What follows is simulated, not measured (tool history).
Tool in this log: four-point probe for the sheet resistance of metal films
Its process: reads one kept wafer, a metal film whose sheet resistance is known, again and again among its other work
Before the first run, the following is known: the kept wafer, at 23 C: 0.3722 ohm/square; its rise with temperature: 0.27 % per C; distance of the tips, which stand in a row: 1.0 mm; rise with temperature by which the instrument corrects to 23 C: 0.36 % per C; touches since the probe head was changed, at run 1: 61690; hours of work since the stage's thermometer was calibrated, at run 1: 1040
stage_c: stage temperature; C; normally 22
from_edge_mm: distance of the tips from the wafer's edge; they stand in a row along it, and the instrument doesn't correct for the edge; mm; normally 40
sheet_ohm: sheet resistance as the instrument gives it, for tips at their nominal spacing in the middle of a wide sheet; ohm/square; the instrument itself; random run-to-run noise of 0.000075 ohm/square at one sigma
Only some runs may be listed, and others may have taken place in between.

run	hour	stage_c	from_edge_mm	touches since the probe head was changed	hours of work since the stage's thermometer was calibrated	sheet_ohm
1	0	22	40	61690	1040	0.369521
2	37.9	22	40	63849	1068	0.369431
3	65	22	18	65393	1087	0.370021
4	102.9	22	18	67553	1115	0.369805
# hour 122: new probe head fitted
5	141.1	22	18	1090	1142	0.372832
6	159.4	22	9	2129	1155	0.374636
7	179.5	22	43	3275	1170	0.372183
8	215.7	22	3	5337	1196	0.392976
9	232.7	22	3	6306	1209	0.392852
10	253.1	22	3	7467	1223	0.392925
11	286.4	22	3	9365	1248	0.39282
12	321.4	23	7	11360	1273	0.375621
13	340	30	38	12420	1287	0.369347
14	376.3	24	44	14486	1313	0.371284
15	412.3	35	50	16537	1339	0.367395
16	429.5	34	11	17516	1352	0.369414
17	450	34	11	18686	1367	0.369374
18	474.2	32	38	20067	1384	0.368339

Here are 5 independent what-if runs from the current tool condition. What would each one return?
A	510.7	25	7	22146	1411	?
B	510.7	31	18	22146	1411	?
C	510.7	19	4	22146	1411	?
D	510.7	29	4	22146	1411	?
E	510.7	22	71	22146	1411	?

run	sheet_ohm
A	0.374523
B	0.369129
C	0.384871
D	0.381197
E	0.371516
What these runs would have given with no unlogged condition in the tool:
run	sheet_ohm
A	0.37546
B	0.37005
C	0.385836
D	0.382148
E	0.372448

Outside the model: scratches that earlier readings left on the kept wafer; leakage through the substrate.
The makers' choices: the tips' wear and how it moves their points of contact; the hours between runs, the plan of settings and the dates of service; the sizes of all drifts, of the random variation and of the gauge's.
